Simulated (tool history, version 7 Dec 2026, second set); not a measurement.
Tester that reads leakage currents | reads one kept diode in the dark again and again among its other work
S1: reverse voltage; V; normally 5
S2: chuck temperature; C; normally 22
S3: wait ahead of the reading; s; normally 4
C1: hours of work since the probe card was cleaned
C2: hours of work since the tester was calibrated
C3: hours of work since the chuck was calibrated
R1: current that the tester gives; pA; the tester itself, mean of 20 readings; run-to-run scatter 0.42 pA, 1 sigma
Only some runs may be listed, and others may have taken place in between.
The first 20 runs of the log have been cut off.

{"run": 21, "day": 114.221, "S1": 2.82, "S2": 39, "S3": 1.3, "C1": 578, "C2": 537, "C3": 148, "R1": 487.87}
{"run": 22, "day": 118.088, "S1": 1.35, "S2": 39, "S3": 0.77, "C1": 641, "C2": 600, "C3": 211, "R1": 377.76}
{"run": 23, "day": 122.125, "S1": 1.35, "S2": 39, "S3": 0.77, "C1": 707, "C2": 666, "C3": 276, "R1": 381.45}
{"run": 24, "day": 129.867, "S1": 1.57, "S2": 39, "S3": 0.96, "C1": 833, "C2": 792, "C3": 402, "R1": 406.62}
{"run": 25, "day": 136.929, "S1": 1.57, "S2": 39, "S3": 0.96, "C1": 948, "C2": 907, "C3": 517, "R1": 411.93}
{"run": 26, "day": 141.112, "S1": 1.57, "S2": 39, "S3": 0.96, "C1": 1016, "C2": 975, "C3": 585, "R1": 413.63}
{"run": 27, "day": 148.171, "S1": 3.57, "S2": 24, "S3": 0.46, "C1": 1131, "C2": 1090, "C3": 700, "R1": 167.6}
{"run": 28, "day": 154.158, "S1": 5, "S2": 22, "S3": 1.23, "C1": 1229, "C2": 1188, "C3": 798, "R1": 161.04}
{"run": 29, "day": 157.433, "S1": 5, "S2": 22, "S3": 1.23, "C1": 1282, "C2": 1241, "C3": 851, "R1": 161.76}
{"run": 30, "day": 163.583, "S1": 5, "S2": 22, "S3": 1.23, "C1": 1382, "C2": 1341, "C3": 951, "R1": 164.52}
{"run": 31, "day": 171.521, "S1": 5, "S2": 27, "S3": 1.05, "C1": 1511, "C2": 1470, "C3": 1080, "R1": 253.58}
{"run": 32, "day": 175.492, "S1": 5, "S2": 34, "S3": 0.57, "C1": 1576, "C2": 1535, "C3": 1145, "R1": 447.7}
{"run": 33, "day": 182.708, "S1": 5, "S2": 34, "S3": 0.57, "C1": 1693, "C2": 1653, "C3": 1263, "R1": 456.5}
{"run": 34, "day": 190.679, "S1": 3.24, "S2": 22, "S3": 0.77, "C1": 1823, "C2": 1782, "C3": 1392, "R1": 148.05}
{"day": 193.129, "done": "chuck's temperature calibrated"}
{"run": 35, "day": 196.792, "S1": 3.24, "S2": 22, "S3": 0.77, "C1": 1921, "C2": 1881, "C3": 60, "R1": 127.7}
{"run": 36, "day": 204.629, "S1": 1.24, "S2": 22, "S3": 1.5, "C1": 2049, "C2": 2008, "C3": 187, "R1": 89.8}
{"run": 37, "day": 212.025, "S1": 10.53, "S2": 21, "S3": 4, "C1": 2169, "C2": 2129, "C3": 308, "R1": 193.84}
{"day": 218.821, "done": "probe card cleaned and baked"}
{"run": 38, "day": 218.821, "S1": 10.53, "S2": 21, "S3": 4, "C1": 0, "C2": 2237, "C3": 416, "R1": 173.35}
{"run": 39, "day": 224.821, "S1": 10.53, "S2": 21, "S3": 4, "C1": 98, "C2": 2335, "C3": 514, "R1": 176.85}
{"run": 40, "day": 230.975, "S1": 11.46, "S2": 48, "S3": 0.57, "C1": 198, "C2": 2435, "C3": 614, "R1": 1636.88}

Branching from run 40: 3 alternative next runs. What would each branch give?
{"run": "A", "day": 236.446, "S1": 11.46, "S2": 33, "S3": 0.57, "C1": 287, "C2": 2524, "C3": 703, "R1": "?"}
{"run": "B", "day": 236.446, "S1": 12.34, "S2": 35, "S3": 2.54, "C1": 287, "C2": 2524, "C3": 703, "R1": "?"}
{"run": "C", "day": 236.446, "S1": 4.48, "S2": 48, "S3": 0.58, "C1": 287, "C2": 2524, "C3": 703, "R1": "?"}

run=A R1=520.6
run=B R1=621.05
run=C R1=1186.41
Without the tool's hidden state the same runs would have given:
run=A R1=486.95
run=B R1=581.27
run=C R1=1122.11

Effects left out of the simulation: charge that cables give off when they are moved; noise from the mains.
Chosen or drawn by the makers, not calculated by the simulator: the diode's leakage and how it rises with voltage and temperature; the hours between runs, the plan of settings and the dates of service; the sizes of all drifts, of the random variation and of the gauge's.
